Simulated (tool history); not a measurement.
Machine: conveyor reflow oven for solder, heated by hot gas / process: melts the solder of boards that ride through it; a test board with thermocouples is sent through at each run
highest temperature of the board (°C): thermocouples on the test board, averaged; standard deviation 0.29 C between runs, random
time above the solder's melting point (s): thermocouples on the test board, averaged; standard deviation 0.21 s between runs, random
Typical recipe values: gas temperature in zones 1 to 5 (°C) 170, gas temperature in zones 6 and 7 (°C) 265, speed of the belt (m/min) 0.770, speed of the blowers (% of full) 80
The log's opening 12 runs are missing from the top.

run,day,gas temperature in zones 1 to 5 (°C),gas temperature in zones 6 and 7 (°C),speed of the belt (m/min),speed of the blowers (% of full),hours of work since the flux was cleaned out,hours of work since the belt drive was overhauled,hours of work since the thermocouples were changed,highest temperature of the board (°C),time above the solder's melting point (s)
13,3.392,170,266,0.770,80,57,220,826,252.4,46.4
14,3.650,170,266,0.770,80,59,223,829,252.0,46.4
15,3.912,170,266,0.770,80,62,225,831,251.9,46.7
16,4.108,170,266,0.770,80,64,227,833,252.4,46.3
17,4.479,170,266,0.770,80,68,231,837,252.1,46.3
18,4.804,170,266,0.770,80,71,235,840,252.0,46.5
19,5.162,167,273,0.770,80,75,238,844,258.1,48.7
20,5.588,167,273,0.770,80,79,243,848,258.4,48.6
21,5.904,170,265,0.770,52,82,246,852,244.3,39.6
22,6.112,185,265,0.770,50,84,248,854,247.0,46.4
23,6.467,185,265,0.770,84,88,251,857,254.2,52.3
24,6.754,170,265,0.785,73,91,254,860,249.4,43.2
25,7.196,161,265,0.849,73,95,259,865,244.7,34.6
26,7.446,170,258,0.727,80,98,261,867,245.9,46.3
27,7.892,170,265,0.900,80,102,266,872,246.2,35.5
28,8.217,170,260,0.900,88,106,269,875,243.9,34.6
29,8.467,173,265,0.790,80,108,272,878,251.0,45.3
30,8.775,159,265,0.790,77,111,275,881,248.1,39.3

Consider 3 possible next runs. They are alternatives, not a sequence: every one starts from the tool as it was left by run 30. What does each give?
A,9.100,170,254,0.770,80,115,278,884,?,?
B,9.100,159,261,0.815,62,115,278,884,?,?
C,9.100,159,264,0.687,52,115,278,884,?,?

run,highest temperature of the board (°C),time above the solder's melting point (s)
A,241.4,39.4
B,240.1,30.8
C,245.3,43.1
Stripped of hidden state, with their random variation kept, the same runs would have yielded:
run,highest temperature of the board (°C),time above the solder's melting point (s)
A,242.6,40.2
B,241.2,31.6
C,246.3,43.8
